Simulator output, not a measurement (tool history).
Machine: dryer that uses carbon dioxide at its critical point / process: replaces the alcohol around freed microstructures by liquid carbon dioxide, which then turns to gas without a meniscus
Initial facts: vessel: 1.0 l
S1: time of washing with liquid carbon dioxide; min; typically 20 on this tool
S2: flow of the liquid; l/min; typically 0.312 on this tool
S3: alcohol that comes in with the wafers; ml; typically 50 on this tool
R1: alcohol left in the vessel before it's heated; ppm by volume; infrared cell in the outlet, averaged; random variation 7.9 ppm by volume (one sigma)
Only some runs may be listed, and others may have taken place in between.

Run 1, hour 0.0: usual settings. Result: R1 512 ppm by volume.
Run 2, hour 17.3: usual settings but S1 12 min. Result: R1 3025 ppm by volume.
Run 3, hour 33.1: usual settings but S1 32 min. Result: R1 93 ppm by volume.
Run 4, hour 56.1: usual settings but S2 0.243 l/min. Result: R1 1416 ppm by volume.
Run 5, hour 75.8: usual settings but S2 0.243 l/min. Result: R1 1418 ppm by volume.
Run 6, hour 97.8: usual settings but S1 22 min. Result: R1 370 ppm by volume.
Run 7, hour 114.3: usual settings but S1 22 min. Result: R1 357 ppm by volume.
Run 8, hour 138.1: usual settings. Result: R1 549 ppm by volume.
Run 9, hour 160.2: usual settings. Result: R1 550 ppm by volume.
Run 10, hour 175.5: usual settings. Result: R1 571 ppm by volume.
Run 11, hour 198.5: usual settings. Result: R1 557 ppm by volume.
Run 12, hour 216.0: usual settings but S2 0.258 l/min. Result: R1 1231 ppm by volume.
Run 13, hour 231.2: usual settings but S2 0.258 l/min. Result: R1 1249 ppm by volume.
Run 14, hour 249.8: usual settings but S2 0.258 l/min. Result: R1 1269 ppm by volume.
Run 15, hour 276.2: usual settings. Result: R1 611 ppm by volume.
Run 16, hour 293.2: usual settings but S3 39 ml. Result: R1 491 ppm by volume.
Run 17, hour 320.2: usual settings but S3 39 ml. Result: R1 509 ppm by volume.
Run 18, hour 347.2: usual settings but S1 17 min. Result: R1 1137 ppm by volume.
Run 19, hour 367.8: usual settings but S1 17 min. Result: R1 1190 ppm by volume.
Run 20, hour 382.1: usual settings but S1 17 min. Result: R1 1179 ppm by volume.
Run 21, hour 394.1: usual settings but S1 17 min. Result: R1 1178 ppm by volume.
Run 22, hour 408.1: usual settings but S1 17 min. Result: R1 1204 ppm by volume.
Run 23, hour 426.9: usual settings but S1 17 min, S2 0.255 l/min, S3 108 ml. Result: R1 4937 ppm by volume.
Run 24, hour 442.4: usual settings but S1 17 min, S2 0.255 l/min, S3 108 ml. Result: R1 5065 ppm by volume.
Run 25, hour 469.1: usual settings but S1 30 min, S2 0.354 l/min, S3 96 ml. Result: R1 146 ppm by volume.
Run 26, hour 481.2: usual settings but S1 27 min, S2 0.232 l/min, S3 117 ml. Result: R1 1503 ppm by volume.
Run 27, hour 496.0: usual settings but S1 28 min, S3 54 ml. Result: R1 205 ppm by volume.
Run 28, hour 516.3: usual settings but S1 28 min, S3 54 ml. Result: R1 215 ppm by volume.
Run 29, hour 539.6: usual settings but S3 40 ml. Result: R1 580 ppm by volume.
At hour 549.9: inlet filter changed.
Run 30, hour 565.2: usual settings but S1 13 min, S2 0.460 l/min, S3 72 ml. Result: R1 763 ppm by volume.
Run 31, hour 577.4: usual settings but S1 13 min, S2 0.460 l/min, S3 72 ml. Result: R1 748 ppm by volume.
Run 32, hour 592.5: usual settings but S1 12 min, S2 0.241 l/min, S3 32 ml. Result: R1 3705 ppm by volume.
Run 33, hour 614.3: usual settings but S1 28 min, S2 0.189 l/min, S3 39 ml. Result: R1 808 ppm by volume.
Run 34, hour 636.1: usual settings but S1 13 min, S2 0.343 l/min. Result: R1 1745 ppm by volume.
Run 35, hour 650.6: usual settings but S1 26 min, S2 0.343 l/min, S3 89 ml. Result: R1 195 ppm by volume.
Run 36, hour 667.1: usual settings but S1 26 min, S2 0.347 l/min, S3 89 ml. Result: R1 196 ppm by volume.
Run 37, hour 692.3: usual settings but S1 30 min, S2 0.329 l/min, S3 72 ml. Result: R1 150 ppm by volume.
Run 38, hour 704.1: usual settings but S1 30 min, S2 0.329 l/min, S3 72 ml. Result: R1 162 ppm by volume.
Run 39, hour 724.1: usual settings but S2 0.224 l/min, S3 28 ml. Result: R1 1092 ppm by volume.
Run 40, hour 738.6: usual settings but S2 0.195 l/min, S3 28 ml. Result: R1 1674 ppm by volume.
Run 41, hour 761.4: usual settings but S1 21 min, S2 0.284 l/min. Result: R1 668 ppm by volume.
Run 42, hour 780.4: usual settings but S1 21 min, S2 0.284 l/min. Result: R1 710 ppm by volume.
Run 43, hour 803.9: usual settings but S1 23 min, S2 0.284 l/min, S3 51 ml. Result: R1 497 ppm by volume.
Run 44, hour 819.8: usual settings but S1 23 min, S2 0.284 l/min, S3 51 ml. Result: R1 509 ppm by volume.

Some steps in R1, run to run, broken into two amounts with sign: the step expected even without the hidden condition (settings, incoming material, random variation), and the rest, left for the hidden condition together with whatever gauge scatter is not in both the measured and the hidden-condition-free result:
Hidden state present: flow that reaches the vessel past the clogged filter, %; alcohol in the recycled carbon dioxide, ppm; drift of the gauge itself on alcohol_ppm, %.
Run 22 -> 23: S2 0.312 -> 0.255, S3 50 -> 108. R1 +3733 ppm by volume: hidden state +758, all else +2975.
Run 24 -> 25: S1 17 -> 30, S2 0.255 -> 0.354, S3 108 -> 96. R1 -4919 ppm by volume: hidden state -1060, all else -3859.
Run 25 -> 26: S1 30 -> 27, S2 0.354 -> 0.232, S3 96 -> 117. R1 +1357 ppm by volume: hidden state +418, all else +939.
Run 31 -> 32: S1 13 -> 12, S2 0.460 -> 0.241, S3 72 -> 32. R1 +2957 ppm by volume: hidden state +44, all else +2913.
